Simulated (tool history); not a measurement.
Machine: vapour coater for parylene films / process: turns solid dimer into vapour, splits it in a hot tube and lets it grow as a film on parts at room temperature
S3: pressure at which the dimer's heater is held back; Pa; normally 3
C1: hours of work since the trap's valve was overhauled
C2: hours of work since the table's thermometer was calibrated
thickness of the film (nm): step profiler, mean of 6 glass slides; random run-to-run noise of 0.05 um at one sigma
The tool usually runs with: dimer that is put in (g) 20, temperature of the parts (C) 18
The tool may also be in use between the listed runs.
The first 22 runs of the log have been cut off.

{"run": 23, "hour": 906.9, "dimer that is put in (g)": 20, "temperature of the parts (C)": 18, "S3": 11.59, "C1": 653, "C2": 1627, "thickness of the film (nm)": 7900}
{"hour": 918.9, "done": "trap's valve overhauled"}
{"run": 24, "hour": 963.6, "dimer that is put in (g)": 20, "temperature of the parts (C)": 18, "S3": 11.59, "C1": 32, "C2": 1664, "thickness of the film (nm)": 8510}
{"run": 25, "hour": 988.4, "dimer that is put in (g)": 20, "temperature of the parts (C)": 18, "S3": 11.59, "C1": 49, "C2": 1682, "thickness of the film (nm)": 8390}
{"run": 26, "hour": 1040.7, "dimer that is put in (g)": 21, "temperature of the parts (C)": 24, "S3": 4.09, "C1": 87, "C2": 1719, "thickness of the film (nm)": 8060}
{"hour": 1071.5, "done": "table's thermometer calibrated"}
{"run": 27, "hour": 1073.8, "dimer that is put in (g)": 10, "temperature of the parts (C)": 24, "S3": 4.03, "C1": 109, "C2": 2, "thickness of the film (nm)": 3880}
{"run": 28, "hour": 1106.5, "dimer that is put in (g)": 10, "temperature of the parts (C)": 24, "S3": 4.03, "C1": 133, "C2": 25, "thickness of the film (nm)": 3870}
{"run": 29, "hour": 1143.0, "dimer that is put in (g)": 20, "temperature of the parts (C)": 18, "S3": 6.83, "C1": 159, "C2": 51, "thickness of the film (nm)": 8790}
{"run": 30, "hour": 1196.6, "dimer that is put in (g)": 14, "temperature of the parts (C)": 10, "S3": 3.6, "C1": 197, "C2": 89, "thickness of the film (nm)": 7980}
{"run": 31, "hour": 1236.9, "dimer that is put in (g)": 14, "temperature of the parts (C)": 10, "S3": 3.6, "C1": 225, "C2": 118, "thickness of the film (nm)": 7950}
{"run": 32, "hour": 1293.8, "dimer that is put in (g)": 15, "temperature of the parts (C)": 30, "S3": 3.94, "C1": 266, "C2": 158, "thickness of the film (nm)": 4800}
{"run": 33, "hour": 1353.9, "dimer that is put in (g)": 15, "temperature of the parts (C)": 30, "S3": 3.94, "C1": 309, "C2": 201, "thickness of the film (nm)": 4790}
{"run": 34, "hour": 1412.4, "dimer that is put in (g)": 20, "temperature of the parts (C)": 28, "S3": 3, "C1": 350, "C2": 242, "thickness of the film (nm)": 6790}
{"run": 35, "hour": 1443.8, "dimer that is put in (g)": 20, "temperature of the parts (C)": 28, "S3": 3, "C1": 373, "C2": 265, "thickness of the film (nm)": 6860}

Run 36 has not been measured yet. What should we expect?
{"run": 36, "hour": 1500.7, "dimer that is put in (g)": 20, "temperature of the parts (C)": 12, "S3": 2.13, "C1": 413, "C2": 305, "thickness of the film (nm)": "?"}

thickness of the film (nm): 10800
Without the tool's hidden state the same run would have given thickness of the film (nm) 11510.
